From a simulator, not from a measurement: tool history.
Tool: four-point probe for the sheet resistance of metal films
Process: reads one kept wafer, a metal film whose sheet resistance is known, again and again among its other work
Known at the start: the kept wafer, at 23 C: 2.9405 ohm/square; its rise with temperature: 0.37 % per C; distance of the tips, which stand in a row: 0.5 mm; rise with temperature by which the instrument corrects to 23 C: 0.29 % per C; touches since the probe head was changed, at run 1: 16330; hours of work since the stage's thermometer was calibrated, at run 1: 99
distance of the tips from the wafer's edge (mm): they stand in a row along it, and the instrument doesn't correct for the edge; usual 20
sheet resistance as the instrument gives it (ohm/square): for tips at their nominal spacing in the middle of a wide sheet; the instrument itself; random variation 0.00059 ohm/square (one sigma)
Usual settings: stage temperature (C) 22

| run | hour | stage temperature (C) | distance of the tips from the wafer's edge (mm) | touches since the probe head was changed | hours of work since the stage's thermometer was calibrated | sheet resistance as the instrument gives it (ohm/square) |
|---|---|---|---|---|---|---|
| 1 | 0.0 | 22 | 20 | 16330 | 99 | 2.939080 |
| 2 | 8.4 | 22 | 20 | 16490 | 102 | 2.939066 |
| 3 | 23.2 | 22 | 20 | 16770 | 108 | 2.937035 |
| 4 | 36.0 | 34 | 20 | 17013 | 114 | 2.967860 |
| 5 | 49.0 | 22 | 20 | 17261 | 119 | 2.937503 |
| 6 | 60.1 | 22 | 20 | 17473 | 124 | 2.938403 |
| 7 | 70.7 | 22 | 20 | 17674 | 129 | 2.937940 |
| 8 | 84.5 | 22 | 20 | 17936 | 135 | 2.938493 |
| 9 | 98.6 | 22 | 20 | 18204 | 141 | 2.938079 |
| 10 | 107.2 | 22 | 20 | 18366 | 144 | 2.938752 |
| 11 | 119.7 | 27 | 4 | 18604 | 149 | 2.974244 |
|  | 121.0 | stage's thermometer calibrated |
| 12 | 132.7 | 26 | 8 | 18842 | 5 | 2.953872 |
| 13 | 146.5 | 26 | 8 | 19103 | 11 | 2.954479 |
| 14 | 160.1 | 31 | 4 | 19362 | 17 | 2.984546 |
|  | 173.9 | stage's thermometer calibrated, once more |
| 15 | 173.9 | 19 | 46 | 19614 | 0 | 2.930716 |
| 16 | 182.6 | 25 | 39 | 19780 | 4 | 2.944753 |
| 17 | 195.7 | 33 | 9 | 20029 | 9 | 2.970541 |

Forecast each of these 3 alternatives for the next run:
| A | 207.7 | 33 | 5 | 20256 | 14 | ? |
| B | 207.7 | 26 | 7 | 20256 | 14 | ? |
| C | 207.7 | 27 | 53 | 20256 | 14 | ? |

| run | sheet resistance as the instrument gives it (ohm/square) |
|---|---|
| A | 2.981122 |
| B | 2.956621 |
| C | 2.951228 |
Without the tool's hidden state the same runs would have given:
| run | sheet resistance as the instrument gives it (ohm/square) |
|---|---|
| A | 2.981167 |
| B | 2.956657 |
| C | 2.951266 |
